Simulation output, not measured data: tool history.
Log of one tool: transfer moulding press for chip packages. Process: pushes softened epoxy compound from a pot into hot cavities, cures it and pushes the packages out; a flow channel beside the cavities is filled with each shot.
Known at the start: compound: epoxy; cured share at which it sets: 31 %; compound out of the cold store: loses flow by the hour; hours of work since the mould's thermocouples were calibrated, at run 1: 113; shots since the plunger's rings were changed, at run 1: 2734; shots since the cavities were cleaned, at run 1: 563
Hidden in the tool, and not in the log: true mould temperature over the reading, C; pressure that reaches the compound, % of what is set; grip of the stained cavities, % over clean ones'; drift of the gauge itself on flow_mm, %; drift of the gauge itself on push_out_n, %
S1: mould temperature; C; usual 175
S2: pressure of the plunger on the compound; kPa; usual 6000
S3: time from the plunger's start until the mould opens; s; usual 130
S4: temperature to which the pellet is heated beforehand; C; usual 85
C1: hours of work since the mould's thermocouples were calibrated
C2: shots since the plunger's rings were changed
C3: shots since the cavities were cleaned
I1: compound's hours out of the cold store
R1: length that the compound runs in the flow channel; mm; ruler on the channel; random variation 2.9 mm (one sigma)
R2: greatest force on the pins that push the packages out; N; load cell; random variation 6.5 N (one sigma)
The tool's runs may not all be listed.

Run 1, hour 0.0: usual settings; C1 113; C2 2734; C3 563; I1 19.0. Result: R1 798 mm, R2 429 N.
At hour 33.0: cavities cleaned with cleaning compound and waxed.
Run 2, hour 45.8: usual settings; C1 136; C2 3056; C3 93; I1 10.1. Result: R1 816 mm, R2 480 N.
Run 3, hour 75.7: usual settings; C1 152; C2 3274; C3 311; I1 22.3. Result: R1 778 mm, R2 491 N.
Run 4, hour 117.4: usual settings; C1 174; C2 3578; C3 615; I1 38.7. Result: R1 735 mm, R2 483 N.
At hour 143.5: cavities cleaned with cleaning compound and waxed.
Run 5, hour 150.3: usual settings; C1 190; C2 3806; C3 49; I1 39.6. Result: R1 735 mm, R2 329 N.
Run 6, hour 184.1: usual settings but S1 183 C; C1 208; C2 4052; C3 295; I1 33.2. Result: R1 718 mm, R2 379 N.
Run 7, hour 218.7: usual settings but S1 183 C; C1 227; C2 4304; C3 547; I1 28.5. Result: R1 724 mm, R2 390 N.
At hour 225.1: cavities cleaned with cleaning compound and waxed, once more.
Run 8, hour 260.4: usual settings but S1 183 C, S2 4530 kPa; C1 248; C2 4596; C3 256; I1 40.9. Result: R1 601 mm, R2 355 N.
At hour 267.0: plunger's sealing rings changed.
Run 9, hour 292.2: usual settings but S1 183 C, S2 4530 kPa; C1 263; C2 184; C3 470; I1 35.6. Result: R1 665 mm, R2 398 N.
At hour 339.3: cavities cleaned with cleaning compound and waxed.
Run 10, hour 344.3: usual settings; C1 290; C2 553; C3 37; I1 44.4. Result: R1 767 mm, R2 312 N.
Run 11, hour 387.9: usual settings; C1 313; C2 870; C3 354; I1 25.0. Result: R1 813 mm, R2 412 N.
Run 12, hour 430.0: usual settings; C1 335; C2 1176; C3 660; I1 9.7. Result: R1 847 mm, R2 433 N.
At hour 450.6: cavities cleaned with cleaning compound and waxed.
Run 13, hour 465.6: usual settings; C1 354; C2 1425; C3 110; I1 9.8. Result: R1 843 mm, R2 353 N.
Run 14, hour 505.2: usual settings; C1 374; C2 1713; C3 398; I1 29.2. Result: R1 791 mm, R2 413 N.
At hour 520.1: mould's thermocouples calibrated.
Run 15, hour 544.0: usual settings; C1 13; C2 1981; C3 666; I1 35.8. Result: R1 773 mm, R2 427 N.
At hour 565.6: cavities cleaned with cleaning compound and waxed.
Run 16, hour 578.4: usual settings; C1 30; C2 2221; C3 94; I1 29.2. Result: R1 785 mm, R2 352 N.
Run 17, hour 618.6: usual settings but S1 177 C, S2 6860 kPa, S3 146 s, S4 78 C; C1 51; C2 2513; C3 386; I1 46.2. Result: R1 786 mm, R2 389 N.
Run 18, hour 648.1: usual settings but S1 177 C, S2 6860 kPa, S3 146 s, S4 78 C; C1 67; C2 2728; C3 601; I1 19.9. Result: R1 849 mm, R2 410 N.

The next listed run, before its measurement:
At hour 678.3: cavities cleaned with cleaning compound and waxed.
Run 19, hour 685.2: usual settings but S1 181 C, S2 6610 kPa, S3 137 s, S4 90 C; C1 86; C2 2987; C3 50; I1 34.2. Result: R1 ?, R2 ?.

Run 19 gave R1 780 mm, R2 305 N.
Without the tool's hidden state the same run would have given R1 821 mm, R2 285 N.
